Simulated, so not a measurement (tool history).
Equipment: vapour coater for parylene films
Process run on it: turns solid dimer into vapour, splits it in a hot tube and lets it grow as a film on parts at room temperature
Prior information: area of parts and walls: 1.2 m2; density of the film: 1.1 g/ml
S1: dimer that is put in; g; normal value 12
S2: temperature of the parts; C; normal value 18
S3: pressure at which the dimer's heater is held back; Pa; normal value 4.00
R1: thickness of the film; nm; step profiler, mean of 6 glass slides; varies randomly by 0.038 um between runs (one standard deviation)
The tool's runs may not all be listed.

run	hour	S1	S2	S3	R1
1	0.0	12	18	4.00	7280
2	22.4	12	18	4.00	7190
3	56.2	8	18	4.00	4830
4	71.8	8	18	4.00	4800
5	90.3	8	18	4.00	4820
6	107.1	8	18	4.00	4780
7	138.7	8	18	4.00	4760
8	158.2	8	18	4.00	4770
9	190.5	8	18	4.00	4800
10	217.6	12	18	2.38	7570
11	239.9	12	18	4.00	7090
12	267.0	12	18	4.00	7080
13	294.7	12	18	4.00	7110
14	310.8	12	18	4.00	7120
15	333.8	12	18	4.00	7060
16	364.4	12	18	4.00	7000
17	381.3	11	18	4.00	6440
18	408.1	11	18	4.00	6480
19	430.8	11	18	10.08	5770
20	445.4	12	18	4.00	7000
21	469.6	6	18	4.00	3460
22	500.1	14	11	2.84	9600
23	517.3	19	25	4.00	9610
24	531.3	12	18	6.58	6500
25	565.3	12	18	6.58	6420
26	581.6	19	21	7.52	9550
27	604.3	7	13	7.52	4110
28	619.1	15	19	3.28	8560
29	645.5	6	18	3.99	3360
30	661.7	16	18	3.83	9150
31	690.2	12	21	8.33	5920
32	720.4	7	12	4.00	4420
33	753.9	5	18	4.57	2770
34	783.1	5	18	4.57	2770
35	812.0	5	18	4.57	2770
36	832.8	12	19	4.56	6440
37	854.0	10	12	3.09	6430
38	878.2	10	12	3.09	6360
# hour 895.9: trap's valve overhauled
39	905.4	10	12	3.09	6980
40	928.6	12	25	8.46	5770
41	959.4	17	30	4.00	8130
42	984.3	10	18	11.47	5300

Forecast each of these 4 alternatives for the next run:
A	1003.1	5	17	2.52	?
B	1003.1	12	10	4.00	?
C	1003.1	10	24	5.50	?
D	1003.1	16	18	2.31	?

run	R1
A	3220
B	8440
C	5130
D	10180
Without the tool's unlogged condition, the same runs would have read:
run	R1
A	3310
B	8660
C	5260
D	10450
